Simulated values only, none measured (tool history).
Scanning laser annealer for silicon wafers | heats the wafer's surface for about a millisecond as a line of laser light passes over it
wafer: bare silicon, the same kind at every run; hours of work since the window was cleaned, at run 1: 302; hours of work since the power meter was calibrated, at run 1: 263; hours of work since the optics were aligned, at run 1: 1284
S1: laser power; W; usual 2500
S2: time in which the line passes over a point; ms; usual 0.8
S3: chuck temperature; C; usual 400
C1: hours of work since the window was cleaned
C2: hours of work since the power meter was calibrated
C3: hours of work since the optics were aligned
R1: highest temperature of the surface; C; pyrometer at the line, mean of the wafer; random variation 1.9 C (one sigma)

run,hour,S1,S2,S3,C1,C2,C3,R1
1,0,2500,0.8,400,302,263,1284,1187
# hour 32.5: optics aligned, line set to its width
2,37,2500,0.8,400,322,283,3,1181
3,78.4,2500,0.8,400,348,310,29,1185
4,108.2,2500,0.8,400,367,329,48,1187
5,135,2500,0.563,400,384,345,65,1051
6,158,2500,0.563,400,398,360,79,1054
7,179.9,2500,0.8,400,412,374,93,1183
8,211.2,2500,0.8,400,432,394,113,1186
9,243,2500,0.8,400,452,414,133,1181
10,280.7,2152,0.8,400,476,438,157,1052
11,310,2500,0.8,400,495,456,175,1186
12,346.9,2500,0.8,364,518,479,199,1149
13,366.4,2526,0.56,364,530,492,211,1023
14,401.7,2500,0.94,400,553,514,233,1250
15,437.3,2681,0.823,414,575,537,256,1281
16,462.8,2284,0.938,400,591,553,272,1163
17,499.1,2631,0.8,416,614,576,295,1250
18,530,2274,0.8,413,634,595,315,1111
19,553.1,2688,0.705,426,648,610,329,1227
20,581.1,2688,0.705,426,666,628,347,1229
21,618.4,2337,0.8,410,690,651,371,1135
22,656.3,2545,0.8,400,714,675,395,1200

Forecast each of these 3 alternatives for the next run:
A,674.1,2500,0.605,400,725,686,406,?
B,674.1,2560,0.711,394,725,686,406,?
C,674.1,2545,0.856,400,725,686,406,?

run,R1
A,1083
B,1151
C,1227
Without the tool's hidden state the same runs would have given:
run,R1
A,1084
B,1152
C,1227
